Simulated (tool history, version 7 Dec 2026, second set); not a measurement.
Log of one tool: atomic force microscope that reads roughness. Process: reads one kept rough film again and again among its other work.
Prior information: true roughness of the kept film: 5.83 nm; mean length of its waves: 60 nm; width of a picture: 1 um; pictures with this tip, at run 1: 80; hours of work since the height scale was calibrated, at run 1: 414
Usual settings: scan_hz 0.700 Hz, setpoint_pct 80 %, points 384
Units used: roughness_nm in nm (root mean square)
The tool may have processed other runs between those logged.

run	hour	scan_hz	setpoint_pct	points	pictures with this tip	hours of work since the height scale was calibrated	roughness_nm
1	0.0	0.700	80	384	80	414	5.026
# hour 15.5: new tip fitted
2	25.2	0.700	80	384	11	425	5.296
3	56.2	0.700	80	384	47	439	5.083
4	73.7	0.700	80	384	67	447	4.957
# hour 99.3: new tip fitted
5	113.2	0.700	80	384	16	464	5.260
6	153.3	0.700	80	384	62	482	5.038
# hour 182.7: new tip fitted
7	182.9	1.441	80	384	1	495	5.096
8	208.7	3.810	80	384	30	506	4.233
9	236.0	3.810	80	384	62	519	4.126
# hour 266.5: new tip fitted
10	276.2	0.700	80	404	11	536	5.335
11	315.4	0.700	80	610	57	554	5.087
12	337.5	0.700	80	610	82	564	4.993
# hour 350.6: new tip fitted
13	379.0	0.700	80	610	33	582	5.231
14	401.0	0.700	80	610	59	592	5.094
15	419.2	0.700	80	761	79	600	5.039
# hour 433.0: new tip fitted
16	451.4	0.700	80	761	21	614	5.236
17	485.5	0.700	80	761	60	629	5.077
18	513.1	0.700	80	761	92	642	4.942
# hour 517.0: new tip fitted
19	548.2	0.700	80	384	36	657	5.203
20	583.2	0.700	80	384	76	673	4.994
# hour 600.5: new tip fitted
21	610.1	0.700	80	409	11	685	5.352
22	630.8	1.413	80	384	35	694	4.922
23	649.7	1.413	80	384	56	702	4.868
# hour 685.6: new tip fitted
24	690.8	0.700	80	406	6	720	5.359
25	715.0	0.700	80	406	34	731	5.258
26	755.5	0.700	80	406	81	749	5.020
# hour 768.4: new tip fitted
27	780.5	3.107	72	266	14	760	4.815
28	819.4	0.943	64	276	59	778	5.226
29	850.3	1.035	70	927	94	791	4.975
# hour 854.0: new tip fitted
30	873.7	1.035	70	927	23	802	5.274
31	896.6	1.035	62	927	49	812	5.281
32	928.3	1.035	62	927	85	826	5.075
# hour 938.5: new tip fitted
33	956.9	1.035	62	927	21	839	5.405
34	992.0	1.035	62	927	61	854	5.205
35	1011.4	0.650	62	444	84	863	5.189
# hour 1023.5: new tip fitted
36	1046.6	0.941	80	304	27	878	5.145
37	1063.1	0.700	62	384	46	886	5.368
38	1090.1	0.700	62	384	77	898	5.157
# hour 1108.5: new tip fitted
39	1118.9	1.685	86	384	12	910	4.800
40	1141.8	1.685	86	384	39	921	4.657
41	1162.1	0.700	81	592	62	930	5.104
42	1188.7	0.959	81	592	93	942	4.875
# hour 1192.3: new tip fitted
43	1228.7	0.959	81	592	42	959	5.082
44	1250.5	0.959	81	592	67	969	4.949
45	1272.6	0.700	80	384	93	979	4.922
# hour 1275.8: new tip fitted
46	1299.3	0.733	69	384	27	991	5.382
47	1318.4	0.733	69	384	49	999	5.264
48	1337.2	0.733	69	384	71	1008	5.145
# hour 1360.0: new tip fitted
49	1363.3	2.733	80	457	4	1019	4.653
50	1388.5	1.691	81	916	33	1030	4.867
51	1411.3	0.700	67	702	59	1040	5.282

Across each entry between runs, compare the hidden state at the last listed run before it with the hidden state at the first listed run after it:
Between runs 1 and 2: new tip fitted (hour 15.5)
  radius of the tip, nm: 16.2 -> 7.3
  difference, measured minus the result without the unlogged condition, roughness_nm: -0.325 -> -0.049 nm (root mean square)
Between runs 4 and 5: new tip fitted (hour 99.3)
  radius of the tip, nm: 16.8 -> 8.1; height scale over the true one, %: 0.51 -> 0.52
  difference, measured minus the result without the unlogged condition, roughness_nm: -0.335 -> -0.074 nm (root mean square)
Between runs 6 and 7: new tip fitted (hour 182.7)
  radius of the tip, nm: 15.5 -> 5.2; height scale over the true one, %: 0.53 -> 0.54
  difference, measured minus the result without the unlogged condition, roughness_nm: -0.300 -> +0.021 nm (root mean square)
Between runs 9 and 10: new tip fitted (hour 266.5)
  radius of the tip, nm: 15.1 -> 6.7; height scale over the true one, %: 0.55 -> 0.57
  difference, measured minus the result without the unlogged condition, roughness_nm: -0.234 -> -0.026 nm (root mean square)
Between runs 12 and 13: new tip fitted (hour 350.6)
  radius of the tip, nm: 17.8 -> 9.7; height scale over the true one, %: 0.58 -> 0.59
  difference, measured minus the result without the unlogged condition, roughness_nm: -0.365 -> -0.122 nm (root mean square)
Between runs 15 and 16: new tip fitted (hour 433.0)
  radius of the tip, nm: 17.1 -> 8.8
  difference, measured minus the result without the unlogged condition, roughness_nm: -0.345 -> -0.090 nm (root mean square)
Between runs 18 and 19: new tip fitted (hour 517.0)
  radius of the tip, nm: 19.5 -> 10.5; height scale over the true one, %: 0.63 -> 0.64
  difference, measured minus the result without the unlogged condition, roughness_nm: -0.409 -> -0.144 nm (root mean square)
Between runs 20 and 21: new tip fitted (hour 600.5)
  radius of the tip, nm: 16.6 -> 6.7; height scale over the true one, %: 0.65 -> 0.66
  difference, measured minus the result without the unlogged condition, roughness_nm: -0.325 -> -0.021 nm (root mean square)
Between runs 23 and 24: new tip fitted (hour 685.6)
  radius of the tip, nm: 13.7 -> 6.2; height scale over the true one, %: 0.67 -> 0.68
  difference, measured minus the result without the unlogged condition, roughness_nm: -0.229 -> -0.003 nm (root mean square)
Between runs 26 and 27: new tip fitted (hour 768.4)
  radius of the tip, nm: 17.1 -> 7.5; height scale over the true one, %: 0.7 -> 0.71
  difference, measured minus the result without the unlogged condition, roughness_nm: -0.340 -> -0.040 nm (root mean square)
Between runs 29 and 30: new tip fitted (hour 854.0)
  radius of the tip, nm: 20.3 -> 8.6
  difference, measured minus the result without the unlogged condition, roughness_nm: -0.432 -> -0.080 nm (root mean square)
Between runs 32 and 33: new tip fitted (hour 938.5)
  radius of the tip, nm: 18.6 -> 8.5; height scale over the true one, %: 0.75 -> 0.76
  difference, measured minus the result without the unlogged condition, roughness_nm: -0.388 -> -0.076 nm (root mean square)
Between runs 35 and 36: new tip fitted (hour 1023.5)
  radius of the tip, nm: 17.7 -> 9.6; height scale over the true one, %: 0.77 -> 0.78
  difference, measured minus the result without the unlogged condition, roughness_nm: -0.364 -> -0.105 nm (root mean square)
Between runs 38 and 39: new tip fitted (hour 1108.5)
  radius of the tip, nm: 17.1 -> 6.8; height scale over the true one, %: 0.79 -> 0.8
  difference, measured minus the result without the unlogged condition, roughness_nm: -0.343 -> -0.015 nm (root mean square)
Between runs 42 and 43: new tip fitted (hour 1192.3)
  radius of the tip, nm: 19.5 -> 11.8; height scale over the true one, %: 0.82 -> 0.83
  difference, measured minus the result without the unlogged condition, roughness_nm: -0.395 -> -0.171 nm (root mean square)
Between runs 45 and 46: new tip fitted (hour 1275.8)
  radius of the tip, nm: 19.5 -> 8.9; height scale over the true one, %: 0.84 -> 0.85
  difference, measured minus the result without the unlogged condition, roughness_nm: -0.398 -> -0.082 nm (root mean square)
Between runs 48 and 49: new tip fitted (hour 1360.0)
  radius of the tip, nm: 15.9 -> 5.7; height scale over the true one, %: 0.86 -> 0.87
  difference, measured minus the result without the unlogged condition, roughness_nm: -0.302 -> +0.020 nm (root mean square)
